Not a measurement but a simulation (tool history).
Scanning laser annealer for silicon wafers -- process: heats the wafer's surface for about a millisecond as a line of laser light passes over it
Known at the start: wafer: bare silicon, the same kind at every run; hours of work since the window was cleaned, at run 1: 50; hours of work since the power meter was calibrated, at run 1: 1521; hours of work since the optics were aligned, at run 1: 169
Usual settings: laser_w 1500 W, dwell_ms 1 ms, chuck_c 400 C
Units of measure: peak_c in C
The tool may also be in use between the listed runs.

run,hour,laser_w,dwell_ms,chuck_c,hours of work since the window was cleaned,hours of work since the power meter was calibrated,hours of work since the optics were aligned,peak_c
1,0,1500,1,400,50,1521,169,1145
2,69.4,1500,1,400,91,1562,210,1140
3,124.5,1500,1,400,124,1594,242,1142
4,179.2,1500,1,425,156,1627,275,1161
5,225.7,1500,1.18,425,184,1654,302,1226
6,285.6,1500,1.18,425,219,1690,338,1231
7,317.4,1500,1,400,238,1708,357,1138
8,355.6,1500,1,400,261,1731,379,1135
9,413.5,1500,1,400,295,1765,413,1136
10,466.3,1538,1,400,326,1797,445,1150
11,505.6,1538,1,400,349,1820,468,1149
12,560.2,1538,1,400,382,1852,500,1150
13,635,1538,1,400,426,1896,545,1147
14,688.7,1500,1,369,458,1928,576,1097
# hour 696.8: laser's power meter calibrated
15,757.3,1500,1,368,496,36,615,1091
16,822.8,1549,1,368,535,75,654,1111
17,867.8,1500,1.05,400,562,101,680,1140
18,901.8,1500,1.05,400,582,121,701,1142
19,968.2,1500,1,391,621,161,740,1107
# hour 980.1: window over the wafer cleaned
# hour 1035.3: laser's power meter calibrated, once more
20,1044.3,1500,0.98,369,36,5,782,1101
21,1104.5,1508,0.75,401,72,41,818,1042
# hour 1120.3: optics aligned, line set to its width
22,1169.2,1588,0.84,401,107,76,29,1125
23,1202.8,1514,0.85,401,127,96,49,1096
24,1257,1500,1,410,159,128,81,1152

What will run 25 give?
25,1300.6,1331,0.86,402,185,154,107,?

{"run 25": {"peak_c": 1020}}
The same run, on a tool lacking any hidden state, would have yielded peak_c 1028 C.
